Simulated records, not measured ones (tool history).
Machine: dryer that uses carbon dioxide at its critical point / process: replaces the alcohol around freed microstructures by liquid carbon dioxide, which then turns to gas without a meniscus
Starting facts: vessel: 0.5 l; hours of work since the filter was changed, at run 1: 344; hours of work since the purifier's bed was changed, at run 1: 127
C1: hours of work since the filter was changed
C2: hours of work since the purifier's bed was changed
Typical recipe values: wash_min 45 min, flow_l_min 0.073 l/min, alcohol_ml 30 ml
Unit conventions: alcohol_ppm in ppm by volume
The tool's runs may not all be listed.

Run 1, hour 0: usual settings; C1 344; C2 127. Result: alcohol_ppm 398 ppm by volume.
Run 2, hour 8.1: usual settings; C1 348; C2 131. Result: alcohol_ppm 385 ppm by volume.
Run 3, hour 18.1: usual settings; C1 353; C2 136. Result: alcohol_ppm 406 ppm by volume.
Run 4, hour 23.8: usual settings but alcohol_ml 51 ml; C1 356; C2 139. Result: alcohol_ppm 679 ppm by volume.
Run 5, hour 30.6: usual settings but alcohol_ml 51 ml; C1 359; C2 142. Result: alcohol_ppm 689 ppm by volume.
Run 6, hour 39.5: usual settings; C1 363; C2 147. Result: alcohol_ppm 409 ppm by volume.
Run 7, hour 45.5: usual settings but alcohol_ml 63 ml; C1 366; C2 150. Result: alcohol_ppm 820 ppm by volume.
Run 8, hour 53.4: usual settings but alcohol_ml 47 ml; C1 370; C2 153. Result: alcohol_ppm 617 ppm by volume.
Run 9, hour 59.8: usual settings but alcohol_ml 47 ml; C1 373; C2 157. Result: alcohol_ppm 624 ppm by volume.
Run 10, hour 69.2: usual settings but alcohol_ml 47 ml; C1 378; C2 161. Result: alcohol_ppm 619 ppm by volume.
Run 11, hour 79.9: usual settings but alcohol_ml 47 ml; C1 383; C2 166. Result: alcohol_ppm 638 ppm by volume.
Run 12, hour 91.3: usual settings but alcohol_ml 47 ml; C1 389; C2 172. Result: alcohol_ppm 624 ppm by volume.
Run 13, hour 101.9: usual settings but alcohol_ml 47 ml; C1 394; C2 177. Result: alcohol_ppm 623 ppm by volume.
Run 14, hour 111.3: usual settings but alcohol_ml 47 ml; C1 399; C2 182. Result: alcohol_ppm 644 ppm by volume.
Run 15, hour 120.5: usual settings but alcohol_ml 89 ml; C1 403; C2 186. Result: alcohol_ppm 1194 ppm by volume.
Run 16, hour 130.1: usual settings but alcohol_ml 89 ml; C1 408; C2 191. Result: alcohol_ppm 1253 ppm by volume.
Run 17, hour 136.5: usual settings but wash_min 67 min; C1 411; C2 194. Result: alcohol_ppm 72 ppm by volume.
Run 18, hour 148: usual settings; C1 417; C2 200. Result: alcohol_ppm 431 ppm by volume.
Run 19, hour 153.2: usual settings but flow_l_min 0.1001 l/min; C1 419; C2 202. Result: alcohol_ppm 104 ppm by volume.
Run 20, hour 164: usual settings; C1 424; C2 208. Result: alcohol_ppm 447 ppm by volume.
Run 21, hour 175.5: usual settings; C1 430; C2 213. Result: alcohol_ppm 438 ppm by volume.
Run 22, hour 183: usual settings but flow_l_min 0.1208 l/min; C1 434; C2 217. Result: alcohol_ppm 60 ppm by volume.
Run 23, hour 190: usual settings but flow_l_min 0.1208 l/min; C1 437; C2 220. Result: alcohol_ppm 59 ppm by volume.
Run 24, hour 195.1: usual settings but flow_l_min 0.1208 l/min; C1 440; C2 223. Result: alcohol_ppm 55 ppm by volume.
Run 25, hour 200.6: usual settings but wash_min 29 min, flow_l_min 0.1208 l/min; C1 442; C2 225. Result: alcohol_ppm 347 ppm by volume.
Run 26, hour 211: usual settings but wash_min 38 min, flow_l_min 0.1088 l/min, alcohol_ml 104 ml; C1 447; C2 231. Result: alcohol_ppm 447 ppm by volume.
Run 27, hour 223.2: usual settings but wash_min 50 min, flow_l_min 0.0688 l/min, alcohol_ml 104 ml; C1 453; C2 237. Result: alcohol_ppm 1133 ppm by volume.
Run 28, hour 231.9: usual settings but flow_l_min 0.1153 l/min, alcohol_ml 23 ml; C1 458; C2 241. Result: alcohol_ppm 63 ppm by volume.
Run 29, hour 242.9: usual settings but wash_min 65 min, flow_l_min 0.0995 l/min, alcohol_ml 29 ml; C1 463; C2 246. Result: alcohol_ppm 52 ppm by volume.
Run 30, hour 252.2: usual settings but wash_min 65 min, flow_l_min 0.0995 l/min, alcohol_ml 29 ml; C1 468; C2 251. Result: alcohol_ppm 50 ppm by volume.
Run 31, hour 257.6: usual settings but wash_min 48 min, flow_l_min 0.0533 l/min, alcohol_ml 93 ml; C1 470; C2 253. Result: alcohol_ppm 3793 ppm by volume.
Run 32, hour 264.1: usual settings but wash_min 48 min, flow_l_min 0.0533 l/min, alcohol_ml 93 ml; C1 473; C2 256. Result: alcohol_ppm 3814 ppm by volume.
Run 33, hour 270.9: usual settings but wash_min 48 min, flow_l_min 0.0533 l/min, alcohol_ml 53 ml; C1 477; C2 260. Result: alcohol_ppm 2265 ppm by volume.
Run 34, hour 281.6: usual settings but wash_min 48 min, flow_l_min 0.0533 l/min, alcohol_ml 53 ml; C1 482; C2 265. Result: alcohol_ppm 2218 ppm by volume.
Run 35, hour 292: usual settings but flow_l_min 0.0686 l/min, alcohol_ml 110 ml; C1 487; C2 270. Result: alcohol_ppm 2139 ppm by volume.
Run 36, hour 303.9: usual settings but wash_min 71 min, flow_l_min 0.0686 l/min, alcohol_ml 110 ml; C1 493; C2 276. Result: alcohol_ppm 183 ppm by volume.
Run 37, hour 312.2: usual settings but wash_min 49 min, flow_l_min 0.0686 l/min, alcohol_ml 45 ml; C1 497; C2 280. Result: alcohol_ppm 618 ppm by volume.
Run 38, hour 317.8: usual settings but flow_l_min 0.0482 l/min, alcohol_ml 74 ml; C1 500; C2 283. Result: alcohol_ppm 5539 ppm by volume.
Run 39, hour 328.7: usual settings but wash_min 37 min, flow_l_min 0.0929 l/min, alcohol_ml 94 ml; C1 505; C2 288. Result: alcohol_ppm 1126 ppm by volume.
Run 40, hour 336: usual settings but wash_min 50 min, flow_l_min 0.0571 l/min, alcohol_ml 28 ml; C1 508; C2 292. Result: alcohol_ppm 805 ppm by volume.
Run 41, hour 342.4: usual settings but wash_min 71 min, flow_l_min 0.074 l/min, alcohol_ml 28 ml; C1 512; C2 295. Result: alcohol_ppm 66 ppm by volume.
Run 42, hour 351.7: usual settings but wash_min 27 min, flow_l_min 0.0548 l/min, alcohol_ml 47 ml; C1 516; C2 299. Result: alcohol_ppm 10000 ppm by volume.
Run 43, hour 357.7: usual settings but wash_min 27 min, flow_l_min 0.0536 l/min, alcohol_ml 47 ml; C1 519; C2 302. Result: alcohol_ppm 10691 ppm by volume.

Run by run, hidden condition taken away, random variation retained:
Hidden conditions of the tool in this case: flow that reaches the vessel past the clogged filter, %; alcohol in the recycled carbon dioxide, ppm; drift of the gauge itself on alcohol_ppm, %.
run  alcohol_ppm
  1          271
  2          255
  3          272
  4          464
  5          468
  6          272
  7          555
  8          411
  9          416
 10          410
 11          419
 12          407
 13          403
 14          415
 15          784
 16          821
 17           24
 18          268
 19           40
 20          276
 21          264
 22           16
 23           15
 24           11
 25          196
 26          237
 27          689
 28           15
 29            9
 30            7
 31         2616
 32         2625
 33         1542
 34         1504
 35         1339
 36           64
 37          351
 38         3967
 39          651
 40          493
 41            7
 42         7917
 43         8497

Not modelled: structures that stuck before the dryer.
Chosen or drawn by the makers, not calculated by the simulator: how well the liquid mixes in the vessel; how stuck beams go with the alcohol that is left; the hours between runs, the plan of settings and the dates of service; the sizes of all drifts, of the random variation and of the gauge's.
